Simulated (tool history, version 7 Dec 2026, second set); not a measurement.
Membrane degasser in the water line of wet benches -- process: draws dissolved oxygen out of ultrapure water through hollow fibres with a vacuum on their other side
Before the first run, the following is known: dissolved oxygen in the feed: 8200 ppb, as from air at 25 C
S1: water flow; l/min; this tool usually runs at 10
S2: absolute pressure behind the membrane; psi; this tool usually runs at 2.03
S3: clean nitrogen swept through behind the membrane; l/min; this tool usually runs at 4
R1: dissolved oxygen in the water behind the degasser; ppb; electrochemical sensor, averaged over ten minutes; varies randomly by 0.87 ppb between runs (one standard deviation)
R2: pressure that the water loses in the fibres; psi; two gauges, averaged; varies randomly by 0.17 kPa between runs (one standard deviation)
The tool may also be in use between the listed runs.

{"run": 1, "hour": 0.0, "S1": 10, "S2": 2.03, "S3": 4, "R1": 87.5, "R2": 4.154}
{"run": 2, "hour": 332.9, "S1": 10, "S2": 2.03, "S3": 2.14, "R1": 145.2, "R2": 4.16}
{"run": 3, "hour": 494.7, "S1": 10, "S2": 2.03, "S3": 2.14, "R1": 144.8, "R2": 4.179}
{"run": 4, "hour": 743.9, "S1": 10, "S2": 2.03, "S3": 2.14, "R1": 147.1, "R2": 4.184}
{"run": 5, "hour": 1044.4, "S1": 10, "S2": 2.03, "S3": 2.14, "R1": 146.1, "R2": 4.179}
{"run": 6, "hour": 1215.3, "S1": 10, "S2": 2.03, "S3": 4, "R1": 87.9, "R2": 4.208}
{"run": 7, "hour": 1439.0, "S1": 10, "S2": 2.03, "S3": 4, "R1": 88.1, "R2": 4.158}
{"run": 8, "hour": 1603.4, "S1": 10, "S2": 2.03, "S3": 4, "R1": 88, "R2": 4.177}
{"run": 9, "hour": 1884.3, "S1": 10, "S2": 2.03, "S3": 4, "R1": 87.9, "R2": 4.123}
{"run": 10, "hour": 2178.9, "S1": 10, "S2": 2.03, "S3": 4, "R1": 88.2, "R2": 4.202}
{"run": 11, "hour": 2440.1, "S1": 10, "S2": 2.03, "S3": 4, "R1": 91.5, "R2": 4.225}
{"run": 12, "hour": 2700.1, "S1": 14, "S2": 2.03, "S3": 4, "R1": 132.5, "R2": 5.889}
{"run": 13, "hour": 2857.6, "S1": 10, "S2": 2.03, "S3": 4, "R1": 90.7, "R2": 4.258}
{"run": 14, "hour": 3150.3, "S1": 10, "S2": 2.03, "S3": 4, "R1": 91.5, "R2": 4.226}
{"run": 15, "hour": 3478.8, "S1": 10, "S2": 2.03, "S3": 4, "R1": 91.9, "R2": 4.209}
{"run": 16, "hour": 3712.2, "S1": 10, "S2": 3.35, "S3": 4, "R1": 149, "R2": 4.245}
{"run": 17, "hour": 4027.6, "S1": 10, "S2": 3.35, "S3": 4, "R1": 148.4, "R2": 4.219}
{"run": 18, "hour": 4200.2, "S1": 13, "S2": 1.89, "S3": 4, "R1": 117.2, "R2": 5.519}
{"run": 19, "hour": 4497.9, "S1": 13, "S2": 1.54, "S3": 7.95, "R1": 67.4, "R2": 5.568}
{"run": 20, "hour": 4713.4, "S1": 7, "S2": 2.61, "S3": 2.42, "R1": 127, "R2": 2.943}
{"run": 21, "hour": 5009.3, "S1": 7, "S2": 2.61, "S3": 2.42, "R1": 124.6, "R2": 2.973}
{"hour": 5122.1, "done": "vacuum gauge calibrated"}
{"run": 22, "hour": 5280.5, "S1": 10, "S2": 1.25, "S3": 10.33, "R1": 34.9, "R2": 4.279}
{"run": 23, "hour": 5451.2, "S1": 10, "S2": 1.25, "S3": 10.33, "R1": 34.9, "R2": 4.296}
{"run": 24, "hour": 5607.2, "S1": 11, "S2": 2.73, "S3": 10.33, "R1": 70.1, "R2": 4.705}
{"run": 25, "hour": 5814.5, "S1": 11, "S2": 2.73, "S3": 10.33, "R1": 70, "R2": 4.654}
{"run": 26, "hour": 6117.8, "S1": 13, "S2": 3.54, "S3": 8.38, "R1": 121.8, "R2": 5.587}
{"hour": 6222.7, "done": "seals of the vacuum lines changed"}
{"run": 27, "hour": 6400.3, "S1": 13, "S2": 3.54, "S3": 8.38, "R1": 117.9, "R2": 5.561}
{"run": 28, "hour": 6672.4, "S1": 9, "S2": 1.57, "S3": 4, "R1": 60.3, "R2": 3.877}
{"run": 29, "hour": 6912.7, "S1": 8, "S2": 1.64, "S3": 3.01, "R1": 68.7, "R2": 3.434}
{"run": 30, "hour": 7174.5, "S1": 8, "S2": 1.64, "S3": 3.01, "R1": 67.6, "R2": 3.519}
{"run": 31, "hour": 7500.4, "S1": 14, "S2": 4.77, "S3": 3.76, "R1": 306.3, "R2": 6.079}
{"run": 32, "hour": 7732.5, "S1": 14, "S2": 3.92, "S3": 4, "R1": 242.4, "R2": 6.071}

3 options for the next run, each taken on its own from the tool as it stands now. Forecast them:
{"run": "A", "hour": 7982.1, "S1": 11, "S2": 1.36, "S3": 4.52, "R1": "?", "R2": "?"}
{"run": "B", "hour": 7982.1, "S1": 11, "S2": 2.77, "S3": 6.53, "R1": "?", "R2": "?"}
{"run": "C", "hour": 7982.1, "S1": 9, "S2": 2.03, "S3": 4, "R1": "?", "R2": "?"}

run=A R1=65.9 R2=4.799
run=B R1=94 R2=4.783
run=C R1=81.1 R2=3.849
With no hidden state in the tool, these same runs would have given:
run=A R1=55.6 R2=4.485
run=B R1=83.7 R2=4.469
run=C R1=73 R2=3.594

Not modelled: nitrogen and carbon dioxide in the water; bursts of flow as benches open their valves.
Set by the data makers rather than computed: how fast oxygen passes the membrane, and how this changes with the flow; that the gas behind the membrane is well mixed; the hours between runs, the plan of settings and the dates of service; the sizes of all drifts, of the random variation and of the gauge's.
